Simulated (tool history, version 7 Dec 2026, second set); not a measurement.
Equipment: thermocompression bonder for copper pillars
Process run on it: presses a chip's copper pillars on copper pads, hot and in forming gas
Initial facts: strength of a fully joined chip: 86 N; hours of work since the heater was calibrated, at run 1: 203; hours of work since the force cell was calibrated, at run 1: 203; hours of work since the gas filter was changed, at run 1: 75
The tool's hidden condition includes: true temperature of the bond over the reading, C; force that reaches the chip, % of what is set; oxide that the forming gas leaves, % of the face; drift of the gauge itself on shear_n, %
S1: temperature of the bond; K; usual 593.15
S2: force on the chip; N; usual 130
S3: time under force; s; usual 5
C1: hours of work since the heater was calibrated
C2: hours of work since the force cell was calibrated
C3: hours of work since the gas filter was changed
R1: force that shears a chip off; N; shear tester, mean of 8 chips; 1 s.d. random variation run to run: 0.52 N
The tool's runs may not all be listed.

{"run": 1, "day": 0.0, "S1": 593.15, "S2": 130, "S3": 5, "C1": 203, "C2": 203, "C3": 75, "R1": 30.1}
{"run": 2, "day": 0.742, "S1": 593.15, "S2": 130, "S3": 5, "C1": 214, "C2": 214, "C3": 87, "R1": 30.8}
{"run": 3, "day": 1.725, "S1": 593.15, "S2": 130, "S3": 5, "C1": 230, "C2": 230, "C3": 103, "R1": 29.5}
{"day": 2.317, "done": "forming gas filter changed"}
{"run": 4, "day": 2.317, "S1": 593.15, "S2": 130, "S3": 5, "C1": 239, "C2": 239, "C3": 0, "R1": 31.7}
{"run": 5, "day": 3.396, "S1": 593.15, "S2": 130, "S3": 5, "C1": 256, "C2": 256, "C3": 17, "R1": 32.8}
{"run": 6, "day": 4.167, "S1": 593.15, "S2": 130, "S3": 3, "C1": 268, "C2": 268, "C3": 29, "R1": 26}
{"run": 7, "day": 5.458, "S1": 593.15, "S2": 130, "S3": 3, "C1": 289, "C2": 289, "C3": 50, "R1": 25.3}
{"run": 8, "day": 6.321, "S1": 593.15, "S2": 130, "S3": 3, "C1": 302, "C2": 302, "C3": 63, "R1": 24.7}
{"run": 9, "day": 6.867, "S1": 593.15, "S2": 130, "S3": 3, "C1": 311, "C2": 311, "C3": 72, "R1": 25.3}
{"run": 10, "day": 8.05, "S1": 593.15, "S2": 130, "S3": 3, "C1": 330, "C2": 330, "C3": 91, "R1": 23.8}
{"day": 9.358, "done": "forming gas filter changed"}
{"run": 11, "day": 9.404, "S1": 568.15, "S2": 81, "S3": 4, "C1": 351, "C2": 351, "C3": 1, "R1": 12.3}
{"run": 12, "day": 10.496, "S1": 615.15, "S2": 130, "S3": 15, "C1": 368, "C2": 368, "C3": 18, "R1": 53.5}
{"run": 13, "day": 11.333, "S1": 615.15, "S2": 130, "S3": 15, "C1": 381, "C2": 381, "C3": 31, "R1": 52.9}
{"run": 14, "day": 11.921, "S1": 576.15, "S2": 80, "S3": 9, "C1": 390, "C2": 390, "C3": 40, "R1": 18.4}
{"run": 15, "day": 13.133, "S1": 593.15, "S2": 125, "S3": 5, "C1": 409, "C2": 409, "C3": 60, "R1": 29.6}
{"run": 16, "day": 14.133, "S1": 593.15, "S2": 125, "S3": 5, "C1": 425, "C2": 425, "C3": 76, "R1": 28.4}
{"run": 17, "day": 15.3, "S1": 622.15, "S2": 139, "S3": 14, "C1": 444, "C2": 444, "C3": 94, "R1": 54.3}
{"run": 18, "day": 16.146, "S1": 593.15, "S2": 95, "S3": 3, "C1": 457, "C2": 457, "C3": 107, "R1": 15.7}
{"day": 16.483, "done": "forming gas filter changed"}
{"run": 19, "day": 16.971, "S1": 563.15, "S2": 131, "S3": 5, "C1": 470, "C2": 470, "C3": 8, "R1": 23.6}

Each row is a separate what-if for the run after 19, all from the same tool condition, not one after another. Results?
{"run": "A", "day": 18.121, "S1": 606.15, "S2": 130, "S3": 8, "C1": 488, "C2": 488, "C3": 26, "R1": "?"}
{"run": "B", "day": 18.121, "S1": 563.15, "S2": 96, "S3": 5, "C1": 488, "C2": 488, "C3": 26, "R1": "?"}
{"run": "C", "day": 18.121, "S1": 621.15, "S2": 82, "S3": 10, "C1": 488, "C2": 488, "C3": 26, "R1": "?"}
{"run": "D", "day": 18.121, "S1": 594.15, "S2": 131, "S3": 5, "C1": 488, "C2": 488, "C3": 26, "R1": "?"}
{"run": "E", "day": 18.121, "S1": 593.15, "S2": 87, "S3": 4, "C1": 488, "C2": 488, "C3": 26, "R1": "?"}

run=A R1=41.6
run=B R1=16.2
run=C R1=30.1
run=D R1=31.1
run=E R1=17.1
Without the tool's hidden state the same runs would have given:
run=A R1=45.5
run=B R1=18.2
run=C R1=33.2
run=D R1=34.4
run=E R1=19.1
